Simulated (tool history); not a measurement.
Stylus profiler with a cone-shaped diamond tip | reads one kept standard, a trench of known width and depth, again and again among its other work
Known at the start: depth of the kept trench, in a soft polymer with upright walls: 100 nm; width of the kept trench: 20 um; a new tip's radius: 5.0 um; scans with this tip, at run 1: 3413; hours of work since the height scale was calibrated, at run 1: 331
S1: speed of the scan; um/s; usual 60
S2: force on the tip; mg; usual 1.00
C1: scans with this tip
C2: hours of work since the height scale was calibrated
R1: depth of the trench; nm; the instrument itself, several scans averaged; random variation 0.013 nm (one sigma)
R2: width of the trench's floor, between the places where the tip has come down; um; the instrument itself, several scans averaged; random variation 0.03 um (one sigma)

{"run": 1, "hour": 0.0, "S1": 60, "S2": 1.0, "C1": 3413, "C2": 331, "R1": 100.45, "R2": 17.2}
{"run": 2, "hour": 17.4, "S1": 19, "S2": 1.0, "C1": 3547, "C2": 344, "R1": 100.46, "R2": 17.46}
{"run": 3, "hour": 33.3, "S1": 60, "S2": 1.0, "C1": 3669, "C2": 356, "R1": 100.46, "R2": 17.13}
{"run": 4, "hour": 57.4, "S1": 60, "S2": 1.0, "C1": 3854, "C2": 374, "R1": 100.43, "R2": 17.17}
{"run": 5, "hour": 73.8, "S1": 60, "S2": 1.0, "C1": 3979, "C2": 386, "R1": 100.45, "R2": 17.14}
{"run": 6, "hour": 91.2, "S1": 60, "S2": 1.0, "C1": 4112, "C2": 399, "R1": 100.45, "R2": 17.17}
{"run": 7, "hour": 122.3, "S1": 60, "S2": 1.0, "C1": 4350, "C2": 422, "R1": 100.43, "R2": 17.11}
{"run": 8, "hour": 152.5, "S1": 60, "S2": 1.0, "C1": 4582, "C2": 444, "R1": 100.43, "R2": 17.06}
{"run": 9, "hour": 183.6, "S1": 60, "S2": 0.45, "C1": 4821, "C2": 468, "R1": 100.17, "R2": 16.86}
{"run": 10, "hour": 198.5, "S1": 160, "S2": 0.61, "C1": 4935, "C2": 479, "R1": 100.25, "R2": 15.98}
{"run": 11, "hour": 223.8, "S1": 35, "S2": 0.4, "C1": 5129, "C2": 497, "R1": 100.16, "R2": 17.11}
{"run": 12, "hour": 248.6, "S1": 35, "S2": 0.4, "C1": 5319, "C2": 516, "R1": 100.14, "R2": 17.1}
{"run": 13, "hour": 265.1, "S1": 129, "S2": 0.35, "C1": 5446, "C2": 528, "R1": 100.12, "R2": 15.79}
{"run": 14, "hour": 284.5, "S1": 129, "S2": 0.35, "C1": 5595, "C2": 543, "R1": 100.11, "R2": 15.8}
{"run": 15, "hour": 297.1, "S1": 68, "S2": 1.31, "C1": 5691, "C2": 552, "R1": 100.56, "R2": 17.02}
{"run": 16, "hour": 314.2, "S1": 20, "S2": 2.74, "C1": 5822, "C2": 565, "R1": 100.98, "R2": 17.35}

The next listed run, before its measurement:
{"run": 17, "hour": 332.5, "S1": 58, "S2": 1.99, "C1": 5963, "C2": 578, "R1": "?", "R2": "?"}

R1: 100.73 nm
R2: 17.11 um
Without the tool's hidden state the same run would have given R1 100.93 nm, R2 17.66 um.

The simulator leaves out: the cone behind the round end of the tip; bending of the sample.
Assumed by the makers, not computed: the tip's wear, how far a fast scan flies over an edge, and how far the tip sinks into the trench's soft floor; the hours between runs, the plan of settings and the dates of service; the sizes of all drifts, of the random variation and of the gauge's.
